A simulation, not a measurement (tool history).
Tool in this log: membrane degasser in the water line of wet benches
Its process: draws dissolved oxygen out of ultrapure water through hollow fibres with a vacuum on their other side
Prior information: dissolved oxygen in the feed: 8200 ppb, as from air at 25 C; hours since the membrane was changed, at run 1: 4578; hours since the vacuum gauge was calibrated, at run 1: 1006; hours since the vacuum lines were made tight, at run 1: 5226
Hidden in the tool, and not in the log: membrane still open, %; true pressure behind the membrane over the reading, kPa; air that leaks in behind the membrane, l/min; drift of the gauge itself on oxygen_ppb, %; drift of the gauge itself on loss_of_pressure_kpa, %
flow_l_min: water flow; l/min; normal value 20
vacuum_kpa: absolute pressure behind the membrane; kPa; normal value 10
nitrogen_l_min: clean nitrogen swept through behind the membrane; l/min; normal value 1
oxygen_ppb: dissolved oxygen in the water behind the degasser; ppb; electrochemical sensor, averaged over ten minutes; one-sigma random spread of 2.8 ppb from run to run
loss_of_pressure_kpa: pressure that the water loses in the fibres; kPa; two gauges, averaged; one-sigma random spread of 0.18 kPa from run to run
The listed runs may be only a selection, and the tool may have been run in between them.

| run | hour | flow_l_min | vacuum_kpa | nitrogen_l_min | hours since the membrane was changed | hours since the vacuum gauge was calibrated | hours since the vacuum lines were made tight | oxygen_ppb | loss_of_pressure_kpa |
|---|---|---|---|---|---|---|---|---|---|
| 1 | 0 | 20 | 10 | 1 | 4578 | 1006 | 5226 | 321.9 | 36.99 |
| 2 | 204.5 | 20 | 10 | 1 | 4783 | 1211 | 5430 | 321.3 | 37.19 |
|  | 433 | seals of the vacuum lines changed |
| 3 | 434.7 | 20 | 10 | 1 | 5011 | 1439 | 2 | 317.9 | 37.16 |
| 4 | 634 | 20 | 10 | 1 | 5210 | 1638 | 201 | 318.8 | 37.24 |
| 5 | 766.3 | 20 | 10 | 1 | 5343 | 1771 | 333 | 319 | 37.18 |
| 6 | 886 | 20 | 10 | 0.52 | 5462 | 1890 | 453 | 528.8 | 37 |
| 7 | 1007.3 | 20 | 10 | 1 | 5584 | 2012 | 574 | 318.3 | 37.38 |
| 8 | 1219.7 | 20 | 12 | 1 | 5796 | 2224 | 787 | 405.9 | 37.45 |
| 9 | 1322.9 | 20 | 12 | 1 | 5899 | 2327 | 890 | 401.7 | 37.55 |
| 10 | 1486.1 | 30 | 10 | 1 | 6062 | 2491 | 1053 | 524.9 | 55.95 |
| 11 | 1646.5 | 20 | 10 | 1 | 6223 | 2651 | 1214 | 322.8 | 37.68 |
| 12 | 1807.3 | 20 | 10 | 1 | 6383 | 2812 | 1374 | 320.9 | 37.48 |
| 13 | 1982.3 | 29 | 10 | 1 | 6559 | 2987 | 1549 | 514.6 | 54.48 |
| 14 | 2143.8 | 29 | 10 | 1 | 6720 | 3148 | 1711 | 503.1 | 54.68 |
| 15 | 2283.3 | 29 | 10 | 1 | 6859 | 3288 | 1850 | 501.5 | 54.28 |
| 16 | 2509.5 | 20 | 10 | 1.47 | 7086 | 3514 | 2077 | 241.6 | 37.93 |
| 17 | 2702.3 | 20 | 10 | 1.47 | 7279 | 3707 | 2269 | 241.7 | 37.94 |
|  | 2880.4 | vacuum gauge calibrated |
| 18 | 2880.4 | 20 | 10 | 1.47 | 7456 | 0 | 2447 | 235.2 | 37.91 |
| 19 | 3072.4 | 15 | 16.5 | 2.42 | 7648 | 192 | 2639 | 205.1 | 28.41 |
| 20 | 3222.3 | 15 | 16.5 | 2.42 | 7798 | 342 | 2789 | 206.3 | 28.54 |
| 21 | 3354.5 | 15 | 16.5 | 2.42 | 7930 | 474 | 2921 | 207.3 | 28.47 |
| 22 | 3526.5 | 27 | 19.1 | 1 | 8102 | 646 | 3093 | 893.4 | 51.78 |
| 23 | 3639.2 | 27 | 19.1 | 1 | 8215 | 759 | 3206 | 906 | 51.59 |
| 24 | 3740 | 27 | 19.1 | 1.26 | 8316 | 860 | 3307 | 783.1 | 51.54 |
| 25 | 3873.3 | 23 | 15.1 | 1.09 | 8449 | 993 | 3440 | 571.9 | 43.79 |
| 26 | 4080.1 | 24 | 12.5 | 0.51 | 8656 | 1200 | 3647 | 850.7 | 46.42 |
| 27 | 4208.1 | 26 | 18.7 | 0.47 | 8784 | 1328 | 3775 | 1469.4 | 50.03 |
| 28 | 4396.1 | 26 | 18.7 | 0.47 | 8972 | 1516 | 3963 | 1472.2 | 50.04 |
| 29 | 4592.1 | 26 | 18.7 | 0.47 | 9168 | 1712 | 4159 | 1451.2 | 50.21 |
| 30 | 4739.9 | 24 | 6.5 | 1 | 9316 | 1860 | 4306 | 232.9 | 46.58 |
| 31 | 4915.5 | 24 | 6.5 | 1 | 9491 | 2035 | 4482 | 235.4 | 46.47 |
| 32 | 5091.7 | 19 | 22.6 | 0.55 | 9667 | 2211 | 4658 | 1251.4 | 36.74 |
| 33 | 5287.3 | 19 | 22.6 | 1.95 | 9863 | 2407 | 4854 | 455.4 | 37.3 |

Some steps in oxygen_ppb between neighbouring runs. How much of each would the tool show without its hidden state too (settings, what came in, random variation), and how much is left for the hidden state, with any gauge scatter that isn't in both results?
Run 12 -> 13: flow_l_min 20 -> 29. oxygen_ppb +193.7 ppb: hidden state +19.1, all else +174.6.
Run 15 -> 16: flow_l_min 29 -> 20, nitrogen_l_min 1 -> 1.47. oxygen_ppb -259.9 ppb: hidden state -19.7, all else -240.2.
Run 21 -> 22: flow_l_min 15 -> 27, vacuum_kpa 16.5 -> 19.1, nitrogen_l_min 2.42 -> 1. oxygen_ppb +686.1 ppb: hidden state +21.1, all else +665.
Run 29 -> 30: flow_l_min 26 -> 24, vacuum_kpa 18.7 -> 6.5, nitrogen_l_min 0.47 -> 1. oxygen_ppb -1218.3 ppb: hidden state -0.7, all else -1217.6.
Run 31 -> 32: flow_l_min 24 -> 19, vacuum_kpa 6.5 -> 22.6, nitrogen_l_min 1 -> 0.55. oxygen_ppb +1016 ppb: hidden state -4, all else +1020.
Run 32 -> 33: nitrogen_l_min 0.55 -> 1.95. oxygen_ppb -796 ppb: hidden state -5.4, all else -790.6.
